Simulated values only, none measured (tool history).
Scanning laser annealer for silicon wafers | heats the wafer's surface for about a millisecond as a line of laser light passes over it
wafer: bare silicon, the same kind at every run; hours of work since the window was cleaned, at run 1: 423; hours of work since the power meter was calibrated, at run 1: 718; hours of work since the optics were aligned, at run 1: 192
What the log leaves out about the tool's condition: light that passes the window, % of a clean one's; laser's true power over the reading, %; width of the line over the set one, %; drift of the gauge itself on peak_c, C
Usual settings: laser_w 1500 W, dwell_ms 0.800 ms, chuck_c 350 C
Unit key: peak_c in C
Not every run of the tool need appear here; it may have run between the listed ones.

| run | hour | laser_w | dwell_ms | chuck_c | hours of work since the window was cleaned | hours of work since the power meter was calibrated | hours of work since the optics were aligned | peak_c |
|---|---|---|---|---|---|---|---|---|
| 1 | 0.0 | 1500 | 0.800 | 350 | 423 | 718 | 192 | 1102 |
| 2 | 31.1 | 1500 | 0.800 | 368 | 447 | 743 | 216 | 1114 |
| 3 | 49.8 | 1500 | 0.890 | 350 | 462 | 757 | 231 | 1141 |
| 4 | 81.2 | 1532 | 0.800 | 350 | 486 | 782 | 256 | 1108 |
|  | 94.6 | window over the wafer cleaned |
| 5 | 107.2 | 1532 | 0.800 | 350 | 10 | 801 | 274 | 1153 |
| 6 | 127.0 | 1532 | 0.800 | 350 | 25 | 816 | 290 | 1150 |
| 7 | 140.7 | 1532 | 0.800 | 350 | 36 | 827 | 301 | 1150 |
|  | 145.9 | laser's power meter calibrated |
| 8 | 175.9 | 1645 | 0.800 | 350 | 61 | 23 | 326 | 1205 |
| 9 | 193.6 | 1645 | 0.800 | 350 | 75 | 37 | 339 | 1200 |
| 10 | 209.3 | 1500 | 0.584 | 332 | 87 | 50 | 352 | 982 |
| 11 | 239.2 | 1500 | 0.568 | 387 | 111 | 73 | 375 | 1028 |
| 12 | 271.4 | 1605 | 0.758 | 358 | 136 | 98 | 400 | 1161 |
| 13 | 293.5 | 1462 | 0.846 | 358 | 153 | 115 | 418 | 1136 |
|  | 308.6 | laser's power meter calibrated, once more |
| 14 | 312.7 | 1331 | 0.832 | 312 | 166 | 3 | 430 | 1019 |
| 15 | 332.4 | 1279 | 0.800 | 350 | 181 | 19 | 446 | 1014 |
| 16 | 360.7 | 1578 | 0.916 | 358 | 203 | 41 | 468 | 1232 |
| 17 | 382.0 | 1452 | 0.565 | 366 | 220 | 57 | 484 | 976 |
| 18 | 399.4 | 1452 | 0.565 | 366 | 233 | 71 | 498 | 978 |

3 options for the next run, each taken on its own from the tool as it stands now. Forecast them:
| A | 412.9 | 1645 | 0.569 | 351 | 244 | 81 | 508 | ? |
| B | 412.9 | 1418 | 0.590 | 350 | 244 | 81 | 508 | ? |
| C | 412.9 | 1500 | 0.760 | 373 | 244 | 81 | 508 | ? |

| run | peak_c |
|---|---|
| A | 1040 |
| B | 963 |
| C | 1117 |
Without the tool's hidden state the same runs would have given:
| run | peak_c |
|---|---|
| A | 1063 |
| B | 983 |
| C | 1142 |

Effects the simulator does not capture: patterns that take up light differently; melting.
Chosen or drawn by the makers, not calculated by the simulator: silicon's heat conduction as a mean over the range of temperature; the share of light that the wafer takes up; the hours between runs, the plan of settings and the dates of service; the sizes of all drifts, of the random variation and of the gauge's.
